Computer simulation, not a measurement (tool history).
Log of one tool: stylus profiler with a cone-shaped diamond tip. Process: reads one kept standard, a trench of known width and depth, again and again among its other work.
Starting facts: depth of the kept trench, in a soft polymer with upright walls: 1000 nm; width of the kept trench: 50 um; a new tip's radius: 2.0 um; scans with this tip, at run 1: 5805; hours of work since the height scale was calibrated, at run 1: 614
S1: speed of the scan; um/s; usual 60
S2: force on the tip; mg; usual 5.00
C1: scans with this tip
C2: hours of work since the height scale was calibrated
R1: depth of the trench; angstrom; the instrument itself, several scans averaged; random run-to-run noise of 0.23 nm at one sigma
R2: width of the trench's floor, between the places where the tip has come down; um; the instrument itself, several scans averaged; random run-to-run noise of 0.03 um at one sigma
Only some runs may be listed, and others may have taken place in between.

run	hour	S1	S2	C1	C2	R1	R2
1	0.0	60	5.00	5805	614	10089.7	46.33
2	18.5	127	5.00	5939	628	10091.5	46.07
3	46.5	127	5.00	6141	649	10089.8	46.06
4	71.3	81	5.00	6321	668	10091.3	46.20
5	98.7	93	5.00	6519	689	10086.9	46.16
6	127.2	93	5.00	6725	711	10086.4	46.24
7	163.3	69	5.00	6986	739	10086.4	46.26
8	201.4	69	5.00	7261	768	10092.1	46.25
9	221.8	69	5.00	7409	783	10085.9	46.21
10	242.0	69	5.00	7555	799	10088.7	46.26
11	280.6	60	5.00	7834	828	10088.7	46.30
12	306.6	60	5.00	8022	848	10086.8	46.26
13	348.4	60	5.00	8324	880	10091.4	46.27
14	384.9	60	5.00	8589	908	10088.5	46.26
15	421.8	60	5.00	8855	936	10092.1	46.28
16	448.5	60	5.00	9049	957	10088.0	46.29
17	466.3	58	10.66	9177	970	10146.3	46.40
18	490.5	101	3.04	9352	989	10062.3	45.97
19	532.7	101	3.04	9657	1021	10064.4	46.02
20	574.7	101	3.04	9961	1053	10064.5	46.03
21	598.2	40	4.68	10131	1071	10083.1	46.36
22	621.7	52	8.53	10301	1089	10128.3	46.35
23	652.9	52	8.53	10527	1113	10127.4	46.38
24	692.7	123	3.91	10814	1143	10072.5	46.00
25	722.8	123	2.95	11032	1166	10064.1	45.94

Here are 3 independent what-if runs from the current tool condition. What would each one return?
A	762.5	54	4.21	11319	1197	?	?
B	762.5	60	6.88	11319	1197	?	?
C	762.5	60	10.50	11319	1197	?	?

run	R1	R2
A	10079.3	46.37
B	10109.1	46.25
C	10141.6	46.30
Without the tool's hidden state the same runs would have given:
run	R1	R2
A	10079.7	46.39
B	10109.5	46.27
C	10142.0	46.32

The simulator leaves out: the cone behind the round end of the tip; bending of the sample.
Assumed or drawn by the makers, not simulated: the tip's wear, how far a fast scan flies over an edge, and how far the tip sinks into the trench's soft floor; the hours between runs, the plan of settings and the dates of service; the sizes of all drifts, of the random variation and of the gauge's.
